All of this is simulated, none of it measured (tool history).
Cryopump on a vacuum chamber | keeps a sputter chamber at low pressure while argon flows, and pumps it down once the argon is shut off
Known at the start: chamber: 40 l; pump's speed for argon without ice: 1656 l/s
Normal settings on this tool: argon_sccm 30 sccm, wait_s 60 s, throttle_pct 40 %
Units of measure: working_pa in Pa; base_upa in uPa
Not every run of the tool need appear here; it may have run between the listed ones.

{"run": 1, "hour": 0.0, "argon_sccm": 30, "wait_s": 60, "throttle_pct": 40, "working_pa": 0.0825, "base_upa": 1.59}
{"run": 2, "hour": 62.3, "argon_sccm": 30, "wait_s": 60, "throttle_pct": 40, "working_pa": 0.0843, "base_upa": 1.59}
{"run": 3, "hour": 137.2, "argon_sccm": 30, "wait_s": 60, "throttle_pct": 28, "working_pa": 0.1153, "base_upa": 1.62}
{"run": 4, "hour": 190.2, "argon_sccm": 30, "wait_s": 60, "throttle_pct": 28, "working_pa": 0.1163, "base_upa": 1.74}
{"hour": 239.5, "done": "pump warmed up, emptied and cooled again"}
{"run": 5, "hour": 266.9, "argon_sccm": 30, "wait_s": 60, "throttle_pct": 28, "working_pa": 0.1108, "base_upa": 1.55}
{"run": 6, "hour": 328.1, "argon_sccm": 30, "wait_s": 60, "throttle_pct": 34, "working_pa": 0.0912, "base_upa": 1.63}
{"run": 7, "hour": 372.8, "argon_sccm": 30, "wait_s": 60, "throttle_pct": 34, "working_pa": 0.0912, "base_upa": 1.7}
{"run": 8, "hour": 437.0, "argon_sccm": 30, "wait_s": 200, "throttle_pct": 45, "working_pa": 0.0701, "base_upa": 0.99}
{"run": 9, "hour": 495.0, "argon_sccm": 30, "wait_s": 200, "throttle_pct": 45, "working_pa": 0.0709, "base_upa": 0.98}
{"run": 10, "hour": 561.9, "argon_sccm": 30, "wait_s": 200, "throttle_pct": 45, "working_pa": 0.0717, "base_upa": 1.06}
{"run": 11, "hour": 661.8, "argon_sccm": 18, "wait_s": 200, "throttle_pct": 34, "working_pa": 0.0558, "base_upa": 1.14}
{"run": 12, "hour": 714.7, "argon_sccm": 56, "wait_s": 63, "throttle_pct": 40, "working_pa": 0.1491, "base_upa": 1.84}
{"run": 13, "hour": 784.3, "argon_sccm": 48, "wait_s": 195, "throttle_pct": 51, "working_pa": 0.103, "base_upa": 1.32}

Predict each of these 5 candidate next runs independently; none follows another, all start after run 13:
{"run": "A", "hour": 882.5, "argon_sccm": 48, "wait_s": 84, "throttle_pct": 51, "working_pa": "?", "base_upa": "?"}
{"run": "B", "hour": 882.5, "argon_sccm": 15, "wait_s": 60, "throttle_pct": 21, "working_pa": "?", "base_upa": "?"}
{"run": "C", "hour": 882.5, "argon_sccm": 22, "wait_s": 74, "throttle_pct": 16, "working_pa": "?", "base_upa": "?"}
{"run": "D", "hour": 882.5, "argon_sccm": 13, "wait_s": 54, "throttle_pct": 21, "working_pa": "?", "base_upa": "?"}
{"run": "E", "hour": 882.5, "argon_sccm": 30, "wait_s": 28, "throttle_pct": 22, "working_pa": "?", "base_upa": "?"}

run=A working_pa=0.1049 base_upa=1.69
run=B working_pa=0.0758 base_upa=1.98
run=C working_pa=0.1446 base_upa=1.89
run=D working_pa=0.0649 base_upa=2.11
run=E working_pa=0.1437 base_upa=3.24
Stripped of hidden state, with their random variation kept, the same runs would have yielded:
run=A working_pa=0.0967 base_upa=0.87
run=B working_pa=0.0732 base_upa=1.18
run=C working_pa=0.1408 base_upa=1.04
run=D working_pa=0.0626 base_upa=1.3
run=E working_pa=0.1386 base_upa=2.41
